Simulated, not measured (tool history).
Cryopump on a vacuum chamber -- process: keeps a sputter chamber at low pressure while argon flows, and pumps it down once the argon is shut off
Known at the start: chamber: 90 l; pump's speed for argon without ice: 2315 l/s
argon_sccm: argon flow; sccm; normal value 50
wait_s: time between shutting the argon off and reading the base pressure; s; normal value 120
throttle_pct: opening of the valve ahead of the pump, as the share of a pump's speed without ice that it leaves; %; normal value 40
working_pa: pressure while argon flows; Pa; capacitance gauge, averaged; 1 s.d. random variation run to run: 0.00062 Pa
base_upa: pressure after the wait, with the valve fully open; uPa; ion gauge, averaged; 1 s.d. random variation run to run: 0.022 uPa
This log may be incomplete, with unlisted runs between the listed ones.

run 1 hour=0.0 | argon_sccm=50 wait_s=120 throttle_pct=40 | working_pa=0.0943 base_upa=1.20
run 2 hour=27.0 | argon_sccm=50 wait_s=120 throttle_pct=40 | working_pa=0.0961 base_upa=1.23
run 3 hour=53.3 | argon_sccm=50 wait_s=120 throttle_pct=40 | working_pa=0.0949 base_upa=1.18
run 4 hour=81.7 | argon_sccm=50 wait_s=120 throttle_pct=40 | working_pa=0.0967 base_upa=1.22
run 5 hour=103.5 | argon_sccm=50 wait_s=120 throttle_pct=40 | working_pa=0.0971 base_upa=1.23
run 6 hour=144.8 | argon_sccm=50 wait_s=120 throttle_pct=40 | working_pa=0.0975 base_upa=1.25
run 7 hour=170.5 | argon_sccm=50 wait_s=120 throttle_pct=40 | working_pa=0.0994 base_upa=1.27
run 8 hour=211.3 | argon_sccm=50 wait_s=120 throttle_pct=40 | working_pa=0.0997 base_upa=1.31
run 9 hour=255.5 | argon_sccm=50 wait_s=120 throttle_pct=40 | working_pa=0.1004 base_upa=1.32
-- hour=272.3 pump warmed up, emptied and cooled again
run 10 hour=309.6 | argon_sccm=50 wait_s=120 throttle_pct=40 | working_pa=0.0925 base_upa=1.20
run 11 hour=343.9 | argon_sccm=81 wait_s=120 throttle_pct=40 | working_pa=0.1500 base_upa=1.23
-- hour=369.0 leaking fittings of the chamber tightened, without venting
run 12 hour=394.4 | argon_sccm=50 wait_s=120 throttle_pct=40 | working_pa=0.0946 base_upa=0.65
run 13 hour=422.6 | argon_sccm=21 wait_s=120 throttle_pct=40 | working_pa=0.0401 base_upa=0.68
run 14 hour=450.7 | argon_sccm=21 wait_s=120 throttle_pct=40 | working_pa=0.0405 base_upa=0.66
run 15 hour=494.8 | argon_sccm=50 wait_s=81 throttle_pct=40 | working_pa=0.0955 base_upa=0.88
run 16 hour=529.0 | argon_sccm=22 wait_s=81 throttle_pct=40 | working_pa=0.0430 base_upa=0.94
run 17 hour=563.4 | argon_sccm=22 wait_s=81 throttle_pct=20 | working_pa=0.0832 base_upa=0.91
run 18 hour=605.7 | argon_sccm=52 wait_s=124 throttle_pct=38 | working_pa=0.1067 base_upa=0.72
run 19 hour=653.9 | argon_sccm=52 wait_s=124 throttle_pct=38 | working_pa=0.1080 base_upa=0.73
run 20 hour=681.9 | argon_sccm=77 wait_s=124 throttle_pct=47 | working_pa=0.1351 base_upa=0.72
-- hour=691.2 pump warmed up, emptied and cooled again
run 21 hour=730.5 | argon_sccm=37 wait_s=47 throttle_pct=18 | working_pa=0.1523 base_upa=1.48
run 22 hour=770.2 | argon_sccm=50 wait_s=96 throttle_pct=29 | working_pa=0.1276 base_upa=0.87
run 23 hour=808.0 | argon_sccm=50 wait_s=72 throttle_pct=17 | working_pa=0.2164 base_upa=1.05
run 24 hour=830.3 | argon_sccm=25 wait_s=74 throttle_pct=17 | working_pa=0.1089 base_upa=1.01
run 25 hour=876.9 | argon_sccm=50 wait_s=120 throttle_pct=57 | working_pa=0.0684 base_upa=0.77
run 26 hour=921.6 | argon_sccm=50 wait_s=22 throttle_pct=28 | working_pa=0.1355 base_upa=2.95
run 27 hour=957.2 | argon_sccm=35 wait_s=42 throttle_pct=24 | working_pa=0.1105 base_upa=1.66
run 28 hour=991.3 | argon_sccm=35 wait_s=42 throttle_pct=24 | working_pa=0.1103 base_upa=1.70
run 29 hour=1016.7 | argon_sccm=50 wait_s=120 throttle_pct=24 | working_pa=0.1598 base_upa=0.82
run 30 hour=1050.4 | argon_sccm=46 wait_s=120 throttle_pct=24 | working_pa=0.1482 base_upa=0.82
run 31 hour=1085.2 | argon_sccm=46 wait_s=120 throttle_pct=24 | working_pa=0.1486 base_upa=0.84
-- hour=1110.9 pump warmed up, emptied and cooled again
run 32 hour=1119.5 | argon_sccm=46 wait_s=120 throttle_pct=24 | working_pa=0.1406 base_upa=0.78
run 33 hour=1145.0 | argon_sccm=46 wait_s=120 throttle_pct=24 | working_pa=0.1406 base_upa=0.76

Predict each of these 3 candidate next runs independently; none follows another, all start after run 33:
run A hour=1170.0 | argon_sccm=70 wait_s=120 throttle_pct=40 | working_pa=? base_upa=?
run B hour=1170.0 | argon_sccm=22 wait_s=120 throttle_pct=52 | working_pa=? base_upa=?
run C hour=1170.0 | argon_sccm=55 wait_s=120 throttle_pct=23 | working_pa=? base_upa=?

run=A working_pa=0.1305 base_upa=0.77
run=B working_pa=0.0310 base_upa=0.82
run=C working_pa=0.1758 base_upa=0.79
The same runs, with their run-to-run variation unchanged, on a tool lacking any hidden condition would have given:
run=A working_pa=0.1278 base_upa=0.57
run=B working_pa=0.0301 base_upa=0.61
run=C working_pa=0.1737 base_upa=0.59

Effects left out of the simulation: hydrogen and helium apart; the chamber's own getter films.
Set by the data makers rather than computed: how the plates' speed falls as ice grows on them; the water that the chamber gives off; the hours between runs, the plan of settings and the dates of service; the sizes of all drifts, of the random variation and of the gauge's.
